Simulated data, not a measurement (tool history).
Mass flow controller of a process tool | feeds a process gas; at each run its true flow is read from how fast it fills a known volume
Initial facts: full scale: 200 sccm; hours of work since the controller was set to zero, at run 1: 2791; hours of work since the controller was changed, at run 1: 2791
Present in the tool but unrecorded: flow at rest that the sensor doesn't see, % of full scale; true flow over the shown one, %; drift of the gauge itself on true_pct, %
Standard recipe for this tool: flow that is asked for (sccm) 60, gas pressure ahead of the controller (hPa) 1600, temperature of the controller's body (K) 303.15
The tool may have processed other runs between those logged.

run	hour	flow that is asked for (sccm)	gas pressure ahead of the controller (hPa)	temperature of the controller's body (K)	hours of work since the controller was set to zero	hours of work since the controller was changed	true flow (%)
1	0	60	1600	303.15	2791	2791	97.55
2	138.4	60	1600	303.15	2898	2898	97.54
3	261.5	60	1600	298.15	2994	2994	97.81
4	445.2	60	1600	303.15	3137	3137	97.42
5	613.1	60	1600	303.15	3267	3267	97.4
6	751.6	60	1600	296.15	3375	3375	97.76
7	863	60	1600	296.15	3461	3461	97.75
8	1046.2	60	1600	303.15	3604	3604	97.35
9	1214.9	79	1600	303.15	3735	3735	97.97
10	1295.2	79	1600	303.15	3797	3797	97.96
11	1423.5	79	1600	303.15	3897	3897	97.95
12	1586.5	60	1600	303.15	4023	4023	97.24
13	1771.8	173	1600	303.15	4167	4167	99.59
14	1946	173	1600	303.15	4303	4303	99.57
15	2109.1	173	1600	303.15	4429	4429	99.65
16	2204.4	60	1600	303.15	4503	4503	97.16
17	2341.8	60	1600	303.15	4610	4610	96.96
18	2523.6	82	1600	303.15	4751	4751	97.87
19	2689	60	1600	303.15	4880	4880	97.03
20	2859.9	60	1600	303.15	5013	5013	96.83
21	3004	60	1600	303.15	5124	5124	96.87
22	3178.9	60	1600	303.15	5260	5260	96.81
23	3333.3	60	1600	303.15	5380	5380	96.8
24	3435.1	60	1600	303.15	5459	5459	96.67
25	3556	105	1540	305.15	5553	5553	98.44
26	3639.8	38	1540	312.15	5618	5618	94.46
27	3800.3	26	1540	296.15	5743	5743	92.91
28	3965.7	44	1430	298.15	5872	5872	95.73
29	4146	44	1430	298.15	6012	6012	95.56
30	4227.1	160	1430	293.15	6075	6075	100.04
31	4314.8	26	1600	303.15	6143	6143	92.07
32	4498.4	52	1570	303.15	6285	6285	95.98
# hour 4534.9: controller's zero set anew
33	4597.3	108	2440	310.15	48	6362	99.47
34	4680.7	159	1600	303.15	113	6427	100.61
35	4781	68	1690	303.15	191	6505	99.69
36	4943.1	130	1600	309.15	317	6630	99.99
37	5110.5	174	2210	296.15	447	6761	100.8
38	5282.5	174	2210	296.15	581	6894	100.82
39	5420.5	60	2350	303.15	688	7001	99.24
40	5502.5	25	1600	310.15	752	7065	98.2
41	5595.7	28	1600	306.15	824	7137	98.48
42	5707.5	60	1400	307.15	911	7224	99.45
43	5831.4	24	2600	308.15	1007	7321	97.58
44	6020.1	24	2600	308.15	1154	7467	97.37
45	6117.9	24	2600	308.15	1230	7543	97.32
46	6290.1	24	2600	308.15	1363	7677	97.13
47	6400.5	72	1600	296.15	1449	7763	99.95

What if the next run were any one of these 3? Each begins from the tool's condition after run 47:
A	6521.5	158	2620	303.15	1543	7857	?
B	6521.5	29	1450	309.15	1543	7857	?
C	6521.5	71	1540	302.15	1543	7857	?

run	true flow (%)
A	100.27
B	97.89
C	99.69
Stripped of hidden state, with their random variation kept, the same runs would have yielded:
run	true flow (%)
A	99.22
B	98.28
C	99.04

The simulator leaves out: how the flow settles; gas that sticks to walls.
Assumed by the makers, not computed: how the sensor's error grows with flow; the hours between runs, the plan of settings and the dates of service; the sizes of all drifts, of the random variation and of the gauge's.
